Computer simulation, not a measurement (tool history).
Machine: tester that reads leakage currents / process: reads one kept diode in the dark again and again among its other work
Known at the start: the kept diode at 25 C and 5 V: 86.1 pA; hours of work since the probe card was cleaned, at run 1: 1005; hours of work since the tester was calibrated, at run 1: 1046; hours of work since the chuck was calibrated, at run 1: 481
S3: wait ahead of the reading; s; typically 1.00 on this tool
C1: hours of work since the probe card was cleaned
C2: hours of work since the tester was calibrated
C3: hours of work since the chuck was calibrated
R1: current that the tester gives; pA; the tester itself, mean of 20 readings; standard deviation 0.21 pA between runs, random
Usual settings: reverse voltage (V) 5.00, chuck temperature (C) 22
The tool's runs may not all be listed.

{"run": 1, "day": 0.0, "reverse voltage (V)": 5.0, "chuck temperature (C)": 22, "S3": 1.0, "C1": 1005, "C2": 1046, "C3": 481, "R1": 68.87}
{"run": 2, "day": 0.908, "reverse voltage (V)": 5.0, "chuck temperature (C)": 22, "S3": 1.0, "C1": 1017, "C2": 1058, "C3": 492, "R1": 69.07}
{"run": 3, "day": 2.312, "reverse voltage (V)": 5.0, "chuck temperature (C)": 22, "S3": 1.0, "C1": 1035, "C2": 1076, "C3": 511, "R1": 68.7}
{"run": 4, "day": 3.5, "reverse voltage (V)": 5.0, "chuck temperature (C)": 22, "S3": 8.63, "C1": 1050, "C2": 1091, "C3": 526, "R1": 68.34}
{"run": 5, "day": 5.408, "reverse voltage (V)": 5.0, "chuck temperature (C)": 22, "S3": 8.63, "C1": 1075, "C2": 1116, "C3": 550, "R1": 68.49}
{"run": 6, "day": 7.058, "reverse voltage (V)": 5.0, "chuck temperature (C)": 22, "S3": 8.63, "C1": 1096, "C2": 1137, "C3": 572, "R1": 68.65}
{"run": 7, "day": 8.329, "reverse voltage (V)": 5.0, "chuck temperature (C)": 22, "S3": 8.63, "C1": 1112, "C2": 1153, "C3": 588, "R1": 68.57}
{"run": 8, "day": 9.3, "reverse voltage (V)": 5.0, "chuck temperature (C)": 22, "S3": 8.63, "C1": 1125, "C2": 1166, "C3": 600, "R1": 68.51}
{"run": 9, "day": 10.7, "reverse voltage (V)": 5.0, "chuck temperature (C)": 25, "S3": 1.0, "C1": 1143, "C2": 1184, "C3": 619, "R1": 87.33}
{"run": 10, "day": 12.454, "reverse voltage (V)": 5.0, "chuck temperature (C)": 25, "S3": 1.0, "C1": 1165, "C2": 1206, "C3": 641, "R1": 87.31}
{"run": 11, "day": 14.158, "reverse voltage (V)": 5.0, "chuck temperature (C)": 25, "S3": 1.0, "C1": 1187, "C2": 1228, "C3": 663, "R1": 87.31}
{"run": 12, "day": 15.738, "reverse voltage (V)": 4.39, "chuck temperature (C)": 25, "S3": 1.0, "C1": 1208, "C2": 1248, "C3": 683, "R1": 81.49}
{"run": 13, "day": 16.904, "reverse voltage (V)": 5.0, "chuck temperature (C)": 22, "S3": 3.09, "C1": 1223, "C2": 1264, "C3": 698, "R1": 68.89}
{"run": 14, "day": 17.954, "reverse voltage (V)": 5.0, "chuck temperature (C)": 22, "S3": 3.09, "C1": 1236, "C2": 1277, "C3": 712, "R1": 68.65}
{"run": 15, "day": 19.938, "reverse voltage (V)": 5.0, "chuck temperature (C)": 22, "S3": 3.09, "C1": 1262, "C2": 1303, "C3": 737, "R1": 69.14}
{"run": 16, "day": 21.225, "reverse voltage (V)": 5.0, "chuck temperature (C)": 22, "S3": 1.0, "C1": 1278, "C2": 1319, "C3": 754, "R1": 69.11}
{"run": 17, "day": 22.054, "reverse voltage (V)": 5.0, "chuck temperature (C)": 22, "S3": 1.0, "C1": 1289, "C2": 1330, "C3": 765, "R1": 69.53}
{"run": 18, "day": 23.575, "reverse voltage (V)": 5.0, "chuck temperature (C)": 22, "S3": 1.0, "C1": 1308, "C2": 1349, "C3": 784, "R1": 69.15}
{"run": 19, "day": 25.029, "reverse voltage (V)": 5.0, "chuck temperature (C)": 22, "S3": 1.0, "C1": 1327, "C2": 1368, "C3": 803, "R1": 69.07}
{"run": 20, "day": 26.662, "reverse voltage (V)": 5.0, "chuck temperature (C)": 22, "S3": 1.0, "C1": 1348, "C2": 1389, "C3": 824, "R1": 69.33}
{"day": 27.017, "done": "probe card cleaned and baked"}
{"run": 21, "day": 28.592, "reverse voltage (V)": 5.0, "chuck temperature (C)": 22, "S3": 1.0, "C1": 20, "C2": 1412, "C3": 847, "R1": 64.02}
{"run": 22, "day": 30.429, "reverse voltage (V)": 5.0, "chuck temperature (C)": 22, "S3": 1.0, "C1": 44, "C2": 1436, "C3": 871, "R1": 64.25}
{"run": 23, "day": 32.296, "reverse voltage (V)": 5.0, "chuck temperature (C)": 22, "S3": 1.0, "C1": 68, "C2": 1460, "C3": 895, "R1": 64.11}
{"run": 24, "day": 33.408, "reverse voltage (V)": 1.31, "chuck temperature (C)": 24, "S3": 1.52, "C1": 82, "C2": 1474, "C3": 909, "R1": 35.11}
{"run": 25, "day": 34.288, "reverse voltage (V)": 1.61, "chuck temperature (C)": 24, "S3": 0.81, "C1": 94, "C2": 1486, "C3": 921, "R1": 39.76}
{"run": 26, "day": 36.079, "reverse voltage (V)": 5.49, "chuck temperature (C)": 22, "S3": 0.81, "C1": 117, "C2": 1509, "C3": 944, "R1": 68.0}
{"run": 27, "day": 38.117, "reverse voltage (V)": 9.12, "chuck temperature (C)": 22, "S3": 0.4, "C1": 143, "C2": 1535, "C3": 970, "R1": 92.67}
{"run": 28, "day": 39.746, "reverse voltage (V)": 2.61, "chuck temperature (C)": 39, "S3": 3.16, "C1": 164, "C2": 1556, "C3": 991, "R1": 170.93}
{"run": 29, "day": 41.675, "reverse voltage (V)": 2.61, "chuck temperature (C)": 39, "S3": 3.16, "C1": 189, "C2": 1581, "C3": 1016, "R1": 170.89}
{"run": 30, "day": 42.825, "reverse voltage (V)": 5.0, "chuck temperature (C)": 34, "S3": 7.54, "C1": 203, "C2": 1596, "C3": 1030, "R1": 167.97}
{"run": 31, "day": 44.671, "reverse voltage (V)": 5.0, "chuck temperature (C)": 23, "S3": 6.19, "C1": 227, "C2": 1619, "C3": 1054, "R1": 69.61}
{"run": 32, "day": 46.433, "reverse voltage (V)": 1.6, "chuck temperature (C)": 21, "S3": 6.19, "C1": 250, "C2": 1642, "C3": 1077, "R1": 30.6}
{"day": 47.508, "done": "chuck's temperature calibrated"}
{"run": 33, "day": 48.025, "reverse voltage (V)": 2.44, "chuck temperature (C)": 21, "S3": 0.3, "C1": 269, "C2": 1661, "C3": 7, "R1": 42.15}
{"run": 34, "day": 49.029, "reverse voltage (V)": 10.49, "chuck temperature (C)": 48, "S3": 1.1, "C1": 282, "C2": 1674, "C3": 20, "R1": 765.84}
{"run": 35, "day": 49.912, "reverse voltage (V)": 8.14, "chuck temperature (C)": 46, "S3": 1.41, "C1": 294, "C2": 1686, "C3": 31, "R1": 574.66}
{"run": 36, "day": 51.929, "reverse voltage (V)": 2.08, "chuck temperature (C)": 41, "S3": 1.41, "C1": 320, "C2": 1712, "C3": 57, "R1": 183.5}
{"run": 37, "day": 53.629, "reverse voltage (V)": 2.08, "chuck temperature (C)": 41, "S3": 1.41, "C1": 342, "C2": 1734, "C3": 79, "R1": 182.99}
{"run": 38, "day": 54.571, "reverse voltage (V)": 15.45, "chuck temperature (C)": 24, "S3": 0.4, "C1": 354, "C2": 1746, "C3": 91, "R1": 157.4}
{"run": 39, "day": 56.212, "reverse voltage (V)": 15.45, "chuck temperature (C)": 24, "S3": 0.4, "C1": 375, "C2": 1767, "C3": 112, "R1": 158.21}

How would selected steps in R1 from run to run divide? Give the signed amount a tool lacking its hidden state would still show from settings, what came in and random variation, and the signed amount left for the hidden state, including any gauge scatter that is not in both of the compared results.
Hidden state at play: stray current of the dirty probe card, pA a volt; current scale over the true one, %; true chuck temperature over the reading, C; drift of the gauge itself on leakage_pa, %.
Run 20 -> 21: probe card cleaned and baked. R1 -5.31 pA: hidden state -5.15, all else -0.16.
Run 27 -> 28: reverse voltage (V) 9.12 -> 2.61, chuck temperature (C) 22 -> 39, S3 0.40 -> 3.16. R1 +78.26 pA: hidden state -4.68, all else +82.94.
Run 30 -> 31: chuck temperature (C) 34 -> 23, S3 7.54 -> 6.19. R1 -98.36 pA: hidden state +5.52, all else -103.88.
Run 33 -> 34: reverse voltage (V) 2.44 -> 10.49, chuck temperature (C) 21 -> 48, S3 0.30 -> 1.10. R1 +723.69 pA: hidden state -1.02, all else +724.71.
Run 34 -> 35: reverse voltage (V) 10.49 -> 8.14, chuck temperature (C) 48 -> 46, S3 1.10 -> 1.41. R1 -191.18 pA: hidden state -0.01, all else -191.17.
Run 35 -> 36: reverse voltage (V) 8.14 -> 2.08, chuck temperature (C) 46 -> 41. R1 -391.16 pA: hidden state +0.18, all else -391.34.

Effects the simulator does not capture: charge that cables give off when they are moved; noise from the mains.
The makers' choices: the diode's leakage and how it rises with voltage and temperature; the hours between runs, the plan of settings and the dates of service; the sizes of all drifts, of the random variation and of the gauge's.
